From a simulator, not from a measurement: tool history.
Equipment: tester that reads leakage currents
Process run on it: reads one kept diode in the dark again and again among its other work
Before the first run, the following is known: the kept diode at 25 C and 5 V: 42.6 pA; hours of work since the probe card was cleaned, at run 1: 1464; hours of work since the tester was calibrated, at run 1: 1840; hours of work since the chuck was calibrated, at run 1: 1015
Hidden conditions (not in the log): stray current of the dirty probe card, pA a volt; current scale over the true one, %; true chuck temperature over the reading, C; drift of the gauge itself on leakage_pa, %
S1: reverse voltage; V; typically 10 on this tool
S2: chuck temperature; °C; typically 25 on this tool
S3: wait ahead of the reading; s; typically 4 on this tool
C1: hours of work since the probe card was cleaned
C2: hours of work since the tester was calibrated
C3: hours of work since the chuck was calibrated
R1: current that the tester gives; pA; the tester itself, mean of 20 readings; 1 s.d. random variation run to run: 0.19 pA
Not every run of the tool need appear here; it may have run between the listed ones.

Run 1, day 0: usual settings; C1 1464; C2 1840; C3 1015. Result: R1 62.72 pA.
Run 2, day 2.846: usual settings; C1 1517; C2 1893; C3 1067. Result: R1 62.54 pA.
Run 3, day 8.596: usual settings but S2 59 °C; C1 1622; C2 1998; C3 1173. Result: R1 1152.15 pA.
Run 4, day 11.571: usual settings but S2 59 °C; C1 1677; C2 2053; C3 1228. Result: R1 1153.22 pA.
Run 5, day 16.329: usual settings but S1 1.7 V; C1 1765; C2 2141; C3 1316. Result: R1 23.79 pA.
Run 6, day 21.079: usual settings; C1 1853; C2 2228; C3 1403. Result: R1 62.53 pA.
Run 7, day 25.625: usual settings but S3 2.59 s; C1 1936; C2 2312; C3 1487. Result: R1 62.5 pA.
Run 8, day 29.629: usual settings but S3 2.59 s; C1 2010; C2 2386; C3 1561. Result: R1 62.87 pA.
Run 9, day 35.171: usual settings but S2 24 °C; C1 2112; C2 2488; C3 1663. Result: R1 56.91 pA.
Run 10, day 40.854: usual settings but S2 24 °C; C1 2217; C2 2593; C3 1768. Result: R1 56.67 pA.
At day 41.9: chuck's temperature calibrated.
Run 11, day 45.929: usual settings; C1 2309; C2 2685; C3 74. Result: R1 62.74 pA.
Run 12, day 51.096: usual settings but S3 0.36 s; C1 2404; C2 2780; C3 169. Result: R1 65.5 pA.
Run 13, day 54.35: usual settings but S3 0.36 s; C1 2464; C2 2840; C3 229. Result: R1 65.37 pA.
At day 55.229: probe card cleaned and baked.
Run 14, day 59.942: usual settings; C1 87; C2 2941; C3 330. Result: R1 62.63 pA.
Run 15, day 62.55: usual settings but S1 1.6 V; C1 135; C2 2989; C3 378. Result: R1 23.07 pA.
Run 16, day 68.6: usual settings but S1 1.6 V; C1 246; C2 3100; C3 490. Result: R1 23.06 pA.
Run 17, day 71.496: usual settings but S1 1.6 V; C1 300; C2 3154; C3 543. Result: R1 23.13 pA.
Run 18, day 74.571: usual settings but S1 1.6 V; C1 356; C2 3210; C3 600. Result: R1 23.07 pA.
Run 19, day 78.483: usual settings but S1 1.6 V; C1 428; C2 3282; C3 672. Result: R1 23.03 pA.
Run 20, day 83.112: usual settings but S1 1.6 V; C1 514; C2 3368; C3 757. Result: R1 23.02 pA.
Run 21, day 85.829: usual settings but S1 1.6 V, S3 5.89 s; C1 564; C2 3418; C3 807. Result: R1 23.14 pA.

Forecast run 22:
Run 22, day 89.117: usual settings but S1 2.4 V, S2 42 °C, S3 0.77 s; C1 624; C2 3478; C3 868. Result: R1 ?.

{"run 22": {"R1": 135.44}}
Were there no unlogged condition in the tool, this run, its random variation unchanged, would have produced R1 135.4 pA.
